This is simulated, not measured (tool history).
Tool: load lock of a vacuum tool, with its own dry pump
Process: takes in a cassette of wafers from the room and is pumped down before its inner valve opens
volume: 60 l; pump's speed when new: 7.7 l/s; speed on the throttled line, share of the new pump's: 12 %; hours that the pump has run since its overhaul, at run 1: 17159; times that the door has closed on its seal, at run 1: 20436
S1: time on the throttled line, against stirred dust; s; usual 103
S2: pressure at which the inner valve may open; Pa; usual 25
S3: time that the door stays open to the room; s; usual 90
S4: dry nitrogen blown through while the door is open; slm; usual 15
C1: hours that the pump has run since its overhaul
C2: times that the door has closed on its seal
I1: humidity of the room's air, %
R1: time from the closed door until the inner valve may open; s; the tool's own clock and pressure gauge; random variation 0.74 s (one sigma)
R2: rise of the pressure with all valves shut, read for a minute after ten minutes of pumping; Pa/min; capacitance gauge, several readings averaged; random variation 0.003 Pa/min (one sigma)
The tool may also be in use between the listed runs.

Run 1, hour 0: usual settings; C1 17159; C2 20436; I1 44.2. Result: R1 167.9 s, R2 0.173 Pa/min.
Run 2, hour 137.2: usual settings but S3 46 s; C1 17296; C2 20702; I1 43.3. Result: R1 167 s, R2 0.17 Pa/min.
Run 3, hour 362.2: usual settings but S3 75 s; C1 17521; C2 21139; I1 47.4. Result: R1 169.3 s, R2 0.182 Pa/min.
Run 4, hour 550.6: usual settings but S3 75 s; C1 17709; C2 21505; I1 45. Result: R1 168.7 s, R2 0.186 Pa/min.
Run 5, hour 849.9: usual settings but S3 75 s, S4 32 slm; C1 18009; C2 22086; I1 47.5. Result: R1 168.8 s, R2 0.178 Pa/min.
Run 6, hour 1105.7: usual settings but S3 75 s, S4 32 slm; C1 18264; C2 22583; I1 44.2. Result: R1 168.9 s, R2 0.185 Pa/min.
Run 7, hour 1354.3: usual settings but S3 75 s, S4 32 slm; C1 18513; C2 23066; I1 46.3. Result: R1 169.5 s, R2 0.197 Pa/min.
Run 8, hour 1640.8: usual settings but S1 140 s, S3 75 s, S4 13 slm; C1 18800; C2 23622; I1 44.6. Result: R1 200.4 s, R2 0.207 Pa/min.
Run 9, hour 1861.1: usual settings but S1 140 s, S3 75 s, S4 13 slm; C1 19020; C2 24050; I1 46.3. Result: R1 200.8 s, R2 0.205 Pa/min.
Run 10, hour 2006: usual settings but S1 61 s, S2 39 Pa, S3 112 s; C1 19165; C2 24331; I1 43.4. Result: R1 128.7 s, R2 0.221 Pa/min.
Run 11, hour 2245.1: usual settings but S1 68 s, S2 29 Pa, S3 40 s; C1 19404; C2 24795; I1 47.4. Result: R1 138.9 s, R2 0.206 Pa/min.
Run 12, hour 2430.4: usual settings but S1 68 s, S2 29 Pa, S3 40 s; C1 19589; C2 25155; I1 48.5. Result: R1 139.1 s, R2 0.223 Pa/min.

Measured less the same run without the tool's hidden state. The same run-to-run variation is in both; the gauge's scatter may not be:
The hidden state here: pump's speed, % of a new pump's; leak at the door's seal, Pa l/s; drift of the gauge itself on ready_s, %; drift of the gauge itself on rise_pa_min, %.
run     R1      R2
  1  +12.5   +0.14
  2  +12.5  +0.144
  3  +12.9  +0.147
  4    +13  +0.153
  5  +13.2  +0.159
  6  +13.4  +0.159
  7  +13.7  +0.166
  8  +12.7  +0.171
  9  +12.9  +0.175
 10  +14.6  +0.179
 11  +15.4  +0.183
 12  +15.5  +0.191
